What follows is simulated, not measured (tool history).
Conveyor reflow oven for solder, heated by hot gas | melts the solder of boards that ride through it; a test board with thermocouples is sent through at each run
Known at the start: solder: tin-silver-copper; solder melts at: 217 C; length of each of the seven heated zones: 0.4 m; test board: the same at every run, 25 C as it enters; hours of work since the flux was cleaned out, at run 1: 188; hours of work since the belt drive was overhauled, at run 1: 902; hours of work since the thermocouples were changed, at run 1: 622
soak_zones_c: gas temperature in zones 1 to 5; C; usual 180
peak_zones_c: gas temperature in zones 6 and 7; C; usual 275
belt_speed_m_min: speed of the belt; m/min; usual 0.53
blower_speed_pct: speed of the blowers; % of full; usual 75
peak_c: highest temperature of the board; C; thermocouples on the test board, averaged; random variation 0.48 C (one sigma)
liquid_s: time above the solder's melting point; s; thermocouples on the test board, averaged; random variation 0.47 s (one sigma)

run	day	soak_zones_c	peak_zones_c	belt_speed_m_min	blower_speed_pct	hours of work since the flux was cleaned out	hours of work since the belt drive was overhauled	hours of work since the thermocouples were changed	peak_c	liquid_s
1	0	180	275	0.53	75	188	902	622	267	81.8
2	0.858	180	275	0.53	75	202	916	636	266.8	83.2
# day 1.229: flux residue cleaned out of gas plates and filters
3	2.15	180	275	0.53	75	15	934	654	267.6	84.1
4	4.183	180	275	0.534	75	49	967	687	267.2	82.8
5	5.475	180	268	0.534	75	70	988	708	261	79.5
6	7.475	180	268	0.534	75	103	1021	741	261.2	80.8
7	8.792	180	268	0.534	75	124	1043	763	261.7	79.2
8	10.75	180	268	0.534	75	157	1075	795	261.7	79.6
9	11.921	180	268	0.534	75	176	1094	814	261.4	79.5
10	13.025	180	275	0.53	71	194	1113	833	268.1	83.2
# day 13.358: belt drive overhauled, speed set with a stopwatch
# day 14.104: flux residue cleaned out of gas plates and filters
11	15.4	180	275	0.53	75	21	30	865	268.5	81.8
12	17.054	180	275	0.53	75	49	57	893	268.8	81.4
13	18.004	180	275	0.53	75	64	73	908	268.5	82.8
14	20.029	180	275	0.557	75	97	106	942	266.5	78.1
15	21.412	180	275	0.545	75	120	129	964	267.3	80.1
16	23.242	180	275	0.545	75	150	159	994	267.4	78.8
17	25.008	180	275	0.545	75	179	188	1023	267.2	79.5
18	25.933	180	275	0.545	75	194	203	1039	266.7	80.4
# day 26.871: flux residue cleaned out of gas plates and filters
19	28.058	179	285	0.421	70	20	235	1070	283.1	111.7
20	28.925	179	275	0.61	75	34	249	1084	264.7	69.2
21	30.496	189	275	0.477	75	60	275	1110	271.6	98.7
22	31.408	189	275	0.477	75	75	290	1125	272.8	98.2
23	33.117	189	284	0.477	62	103	318	1153	279.6	100.3
24	34.633	180	275	0.527	59	128	343	1178	267.1	82.4
25	36.088	180	272	0.517	59	151	367	1202	264.3	83.3
26	37.404	180	272	0.517	59	173	388	1224	264.6	83.6
27	38.758	180	272	0.517	59	195	411	1246	265.8	82.7
# day 39.504: flux residue cleaned out of gas plates and filters
28	40.608	180	273	0.517	82	18	438	1273	268.9	86.3
29	41.525	194	280	0.517	82	33	453	1288	277.6	94.5

5 ways to go on from here, each from the tool as it stands after run 29. What would each give?
A	43.358	184	275	0.53	75	63	483	1318	?	?
B	43.358	189	279	0.517	81	63	483	1318	?	?
C	43.358	194	280	0.439	82	63	483	1318	?	?
D	43.358	194	277	0.532	74	63	483	1318	?	?
E	43.358	185	271	0.474	75	63	483	1318	?	?

run	peak_c	liquid_s
A	269.6	85.8
B	275.7	92.4
C	279.7	112.4
D	271.8	91.1
E	268.3	96.2
Without the tool's hidden state the same runs would have given:
run	peak_c	liquid_s
A	264.8	82.6
B	270.8	89.4
C	274.7	109.3
D	267.1	88.1
E	263.4	92.6

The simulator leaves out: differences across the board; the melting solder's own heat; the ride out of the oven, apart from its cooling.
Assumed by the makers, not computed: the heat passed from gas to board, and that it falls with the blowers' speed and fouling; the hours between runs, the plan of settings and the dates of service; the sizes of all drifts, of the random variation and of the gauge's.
